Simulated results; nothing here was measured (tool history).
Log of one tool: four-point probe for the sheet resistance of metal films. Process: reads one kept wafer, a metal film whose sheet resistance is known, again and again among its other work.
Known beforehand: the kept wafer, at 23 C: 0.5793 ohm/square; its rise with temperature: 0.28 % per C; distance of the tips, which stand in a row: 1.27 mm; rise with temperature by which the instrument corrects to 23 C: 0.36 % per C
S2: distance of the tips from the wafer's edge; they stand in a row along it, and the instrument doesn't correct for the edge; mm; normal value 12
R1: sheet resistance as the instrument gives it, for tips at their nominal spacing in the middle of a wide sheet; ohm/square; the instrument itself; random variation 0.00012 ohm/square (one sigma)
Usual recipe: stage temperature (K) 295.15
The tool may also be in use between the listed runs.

{"run": 1, "hour": 0.0, "stage temperature (K)": 295.15, "S2": 12, "R1": 0.583211}
{"run": 2, "hour": 18.7, "stage temperature (K)": 294.15, "S2": 12, "R1": 0.583575}
{"run": 3, "hour": 42.0, "stage temperature (K)": 294.15, "S2": 12, "R1": 0.58358}
{"run": 4, "hour": 57.9, "stage temperature (K)": 296.15, "S2": 12, "R1": 0.582746}
{"run": 5, "hour": 80.4, "stage temperature (K)": 296.15, "S2": 12, "R1": 0.582533}
{"run": 6, "hour": 112.0, "stage temperature (K)": 296.15, "S2": 12, "R1": 0.582766}
{"run": 7, "hour": 147.2, "stage temperature (K)": 292.15, "S2": 12, "R1": 0.58469}
{"run": 8, "hour": 167.4, "stage temperature (K)": 292.15, "S2": 12, "R1": 0.5844}
{"run": 9, "hour": 186.8, "stage temperature (K)": 292.15, "S2": 12, "R1": 0.584316}
{"run": 10, "hour": 222.4, "stage temperature (K)": 292.15, "S2": 12, "R1": 0.584326}
{"run": 11, "hour": 250.7, "stage temperature (K)": 295.15, "S2": 69, "R1": 0.579727}
{"run": 12, "hour": 268.0, "stage temperature (K)": 295.15, "S2": 69, "R1": 0.579422}
{"run": 13, "hour": 294.1, "stage temperature (K)": 295.15, "S2": 69, "R1": 0.579691}
{"run": 14, "hour": 328.1, "stage temperature (K)": 295.15, "S2": 69, "R1": 0.579419}
{"hour": 330.8, "done": "stage's thermometer calibrated"}
{"run": 15, "hour": 346.2, "stage temperature (K)": 295.15, "S2": 69, "R1": 0.579951}
{"run": 16, "hour": 370.9, "stage temperature (K)": 295.15, "S2": 30, "R1": 0.580269}
{"run": 17, "hour": 401.1, "stage temperature (K)": 295.15, "S2": 30, "R1": 0.580141}
{"run": 18, "hour": 418.8, "stage temperature (K)": 295.15, "S2": 15, "R1": 0.58194}
{"run": 19, "hour": 454.8, "stage temperature (K)": 295.15, "S2": 15, "R1": 0.581857}
{"run": 20, "hour": 484.3, "stage temperature (K)": 296.15, "S2": 12, "R1": 0.582563}
{"run": 21, "hour": 505.5, "stage temperature (K)": 296.15, "S2": 12, "R1": 0.582454}
{"run": 22, "hour": 526.0, "stage temperature (K)": 296.15, "S2": 12, "R1": 0.582417}
{"hour": 539.1, "done": "stage's thermometer calibrated, once more"}
{"run": 23, "hour": 550.5, "stage temperature (K)": 296.15, "S2": 12, "R1": 0.581638}
{"run": 24, "hour": 568.3, "stage temperature (K)": 292.15, "S2": 12, "R1": 0.583338}
{"run": 25, "hour": 592.0, "stage temperature (K)": 293.15, "S2": 24, "R1": 0.58039}
{"run": 26, "hour": 615.2, "stage temperature (K)": 293.15, "S2": 24, "R1": 0.58025}
{"run": 27, "hour": 642.5, "stage temperature (K)": 291.15, "S2": 42, "R1": 0.580414}
{"run": 28, "hour": 665.8, "stage temperature (K)": 298.15, "S2": 60, "R1": 0.57728}
{"run": 29, "hour": 683.1, "stage temperature (K)": 298.15, "S2": 60, "R1": 0.577441}
{"run": 30, "hour": 712.3, "stage temperature (K)": 302.15, "S2": 12, "R1": 0.578603}
{"run": 31, "hour": 747.6, "stage temperature (K)": 302.15, "S2": 12, "R1": 0.578883}
{"run": 32, "hour": 771.0, "stage temperature (K)": 302.15, "S2": 16, "R1": 0.577178}
{"run": 33, "hour": 792.6, "stage temperature (K)": 296.15, "S2": 3, "R1": 0.628388}
{"run": 34, "hour": 817.0, "stage temperature (K)": 303.15, "S2": 46, "R1": 0.574838}
{"run": 35, "hour": 836.8, "stage temperature (K)": 294.15, "S2": 62, "R1": 0.579032}
{"run": 36, "hour": 852.8, "stage temperature (K)": 294.15, "S2": 62, "R1": 0.578848}
{"run": 37, "hour": 878.5, "stage temperature (K)": 295.15, "S2": 6, "R1": 0.592001}
{"run": 38, "hour": 893.3, "stage temperature (K)": 295.15, "S2": 3, "R1": 0.628632}
{"run": 39, "hour": 928.8, "stage temperature (K)": 298.15, "S2": 67, "R1": 0.577017}
{"run": 40, "hour": 954.9, "stage temperature (K)": 298.15, "S2": 67, "R1": 0.577124}
{"run": 41, "hour": 973.8, "stage temperature (K)": 295.15, "S2": 20, "R1": 0.579532}
{"run": 42, "hour": 1008.6, "stage temperature (K)": 303.15, "S2": 49, "R1": 0.575069}
{"run": 43, "hour": 1028.1, "stage temperature (K)": 303.15, "S2": 49, "R1": 0.574659}
{"run": 44, "hour": 1057.8, "stage temperature (K)": 301.15, "S2": 14, "R1": 0.577844}

Measured less the same run without the tool's hidden state. The same run-to-run variation is in both; the gauge's scatter may not be:
Unlogged tool condition in this case: inner tips' distance over the nominal, %; tips' flats over new ones', %; wafer's true temperature over the reading, C; drift of the gauge itself on sheet_ohm, %.
run=1 R1=+0.000012
run=2 R1=-0.000008
run=3 R1=-0.000029
run=4 R1=-0.000047
run=5 R1=-0.000069
run=6 R1=-0.000099
run=7 R1=-0.000128
run=8 R1=-0.000147
run=9 R1=-0.000162
run=10 R1=-0.000198
run=11 R1=-0.000229
run=12 R1=-0.000244
run=13 R1=-0.000269
run=14 R1=-0.000302
run=15 R1=-0.000131
run=16 R1=-0.000155
run=17 R1=-0.000188
run=18 R1=-0.000206
run=19 R1=-0.000234
run=20 R1=-0.000263
run=21 R1=-0.000285
run=22 R1=-0.000306
run=23 R1=-0.001159
run=24 R1=-0.001177
run=25 R1=-0.001193
run=26 R1=-0.001216
run=27 R1=-0.001246
run=28 R1=-0.001261
run=29 R1=-0.001277
run=30 R1=-0.001307
run=31 R1=-0.00134
run=32 R1=-0.001356
run=33 R1=-0.001488
run=34 R1=-0.001394
run=35 R1=-0.001423
run=36 R1=-0.001441
run=37 R1=-0.001497
run=38 R1=-0.001594
run=39 R1=-0.001505
run=40 R1=-0.001532
run=41 R1=-0.001556
run=42 R1=-0.001578
run=43 R1=-0.001595
run=44 R1=-0.001632
